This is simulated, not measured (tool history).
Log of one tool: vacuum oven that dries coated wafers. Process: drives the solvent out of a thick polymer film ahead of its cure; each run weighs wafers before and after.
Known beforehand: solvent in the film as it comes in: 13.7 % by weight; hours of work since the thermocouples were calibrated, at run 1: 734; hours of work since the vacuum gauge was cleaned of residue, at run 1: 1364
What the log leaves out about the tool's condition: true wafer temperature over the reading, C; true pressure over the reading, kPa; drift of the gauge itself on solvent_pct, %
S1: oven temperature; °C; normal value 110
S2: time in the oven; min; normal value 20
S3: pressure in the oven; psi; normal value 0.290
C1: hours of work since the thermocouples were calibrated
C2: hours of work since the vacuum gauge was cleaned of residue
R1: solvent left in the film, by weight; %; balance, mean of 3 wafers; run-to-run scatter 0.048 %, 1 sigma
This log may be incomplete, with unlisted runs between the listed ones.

run 1 hour=0.0 | S1=110 S2=20 S3=0.290 | C1=734 C2=1364 | R1=3.45
-- hour=19.5 oven's thermocouples calibrated
run 2 hour=118.4 | S1=110 S2=20 S3=0.290 | C1=78 C2=1457 | R1=3.36
run 3 hour=236.2 | S1=110 S2=20 S3=0.290 | C1=172 C2=1550 | R1=3.35
run 4 hour=340.0 | S1=110 S2=20 S3=0.290 | C1=254 C2=1632 | R1=3.29
run 5 hour=428.5 | S1=110 S2=20 S3=0.290 | C1=324 C2=1702 | R1=3.34
-- hour=474.4 vacuum gauge cleaned of residue and calibrated
run 6 hour=554.2 | S1=124 S2=20 S3=0.290 | C1=423 C2=63 | R1=1.63
run 7 hour=637.6 | S1=124 S2=20 S3=0.290 | C1=489 C2=129 | R1=1.79
run 8 hour=707.0 | S1=124 S2=20 S3=0.290 | C1=544 C2=184 | R1=1.74
run 9 hour=817.3 | S1=124 S2=20 S3=0.290 | C1=631 C2=272 | R1=1.69
run 10 hour=933.8 | S1=110 S2=12 S3=0.290 | C1=724 C2=364 | R1=4.76
-- hour=966.0 oven's thermocouples calibrated
run 11 hour=1023.9 | S1=110 S2=23 S3=0.290 | C1=46 C2=434 | R1=3.15
run 12 hour=1136.3 | S1=110 S2=23 S3=0.354 | C1=135 C2=523 | R1=3.64
run 13 hour=1218.2 | S1=110 S2=20 S3=0.239 | C1=200 C2=588 | R1=2.99
run 14 hour=1301.0 | S1=110 S2=20 S3=0.239 | C1=266 C2=654 | R1=3.03
run 15 hour=1426.6 | S1=110 S2=28 S3=0.290 | C1=365 C2=753 | R1=2.71
run 16 hour=1521.8 | S1=110 S2=20 S3=0.290 | C1=441 C2=829 | R1=3.42
run 17 hour=1629.2 | S1=110 S2=20 S3=0.290 | C1=526 C2=914 | R1=3.36
run 18 hour=1685.3 | S1=110 S2=20 S3=0.290 | C1=570 C2=958 | R1=3.45
run 19 hour=1739.1 | S1=110 S2=20 S3=0.290 | C1=613 C2=1001 | R1=3.35
run 20 hour=1800.5 | S1=110 S2=20 S3=0.425 | C1=662 C2=1050 | R1=4.39
run 21 hour=1870.4 | S1=110 S2=26 S3=0.425 | C1=717 C2=1105 | R1=3.87
-- hour=1913.1 oven's thermocouples calibrated
run 22 hour=1946.2 | S1=110 S2=26 S3=0.425 | C1=26 C2=1164 | R1=3.91
run 23 hour=2039.0 | S1=110 S2=26 S3=0.425 | C1=100 C2=1237 | R1=3.89
run 24 hour=2163.8 | S1=100 S2=13 S3=0.234 | C1=199 C2=1336 | R1=6.18
run 25 hour=2240.7 | S1=102 S2=21 S3=0.387 | C1=260 C2=1397 | R1=5.73
run 26 hour=2309.7 | S1=112 S2=20 S3=0.290 | C1=314 C2=1452 | R1=3.03
run 27 hour=2375.9 | S1=119 S2=20 S3=0.174 | C1=367 C2=1504 | R1=1.49
run 28 hour=2430.6 | S1=119 S2=22 S3=0.545 | C1=410 C2=1548 | R1=3.50
run 29 hour=2538.3 | S1=119 S2=22 S3=0.908 | C1=496 C2=1633 | R1=5.55
run 30 hour=2632.5 | S1=100 S2=28 S3=0.589 | C1=570 C2=1708 | R1=7.54
-- hour=2672.4 vacuum gauge cleaned of residue and calibrated
run 31 hour=2694.6 | S1=110 S2=20 S3=0.728 | C1=618 C2=18 | R1=6.54
run 32 hour=2747.7 | S1=110 S2=20 S3=0.145 | C1=661 C2=60 | R1=2.40
-- hour=2864.4 oven's thermocouples calibrated
run 33 hour=2866.1 | S1=106 S2=13 S3=1.131 | C1=1 C2=152 | R1=10.95
run 34 hour=2938.2 | S1=106 S2=13 S3=1.131 | C1=59 C2=209 | R1=11.10
run 35 hour=3031.5 | S1=106 S2=13 S3=1.131 | C1=132 C2=283 | R1=11.11
run 36 hour=3145.4 | S1=106 S2=15 S3=0.331 | C1=223 C2=373 | R1=5.17
run 37 hour=3221.1 | S1=111 S2=20 S3=0.290 | C1=283 C2=433 | R1=3.24
run 38 hour=3348.0 | S1=111 S2=20 S3=0.290 | C1=383 C2=534 | R1=3.29
run 39 hour=3449.4 | S1=106 S2=20 S3=0.207 | C1=464 C2=614 | R1=3.46
run 40 hour=3533.8 | S1=123 S2=12 S3=0.207 | C1=531 C2=681 | R1=2.17
run 41 hour=3660.6 | S1=123 S2=12 S3=0.207 | C1=631 C2=782 | R1=2.24
run 42 hour=3787.9 | S1=110 S2=19 S3=0.616 | C1=732 C2=883 | R1=5.76
-- hour=3810.5 oven's thermocouples calibrated
run 43 hour=3841.5 | S1=116 S2=20 S3=0.374 | C1=25 C2=924 | R1=3.08
run 44 hour=3963.8 | S1=116 S2=20 S3=0.374 | C1=122 C2=1021 | R1=2.94
run 45 hour=4035.8 | S1=96 S2=10 S3=0.175 | C1=179 C2=1078 | R1=7.45
run 46 hour=4155.1 | S1=96 S2=10 S3=0.175 | C1=273 C2=1172 | R1=7.52

Each row is a separate what-if for the run after 46, all from the same tool condition, not one after another. Results?
run A hour=4262.5 | S1=98 S2=20 S3=0.290 | C1=358 C2=1257 | R1=?
run B hour=4262.5 | S1=110 S2=28 S3=0.290 | C1=358 C2=1257 | R1=?
run C hour=4262.5 | S1=96 S2=11 S3=0.175 | C1=358 C2=1257 | R1=?

run=A R1=5.86
run=B R1=2.82
run=C R1=7.11
With the hidden condition removed and each run's random variation left untouched, the same runs would have given:
run=A R1=5.85
run=B R1=2.81
run=C R1=7.10
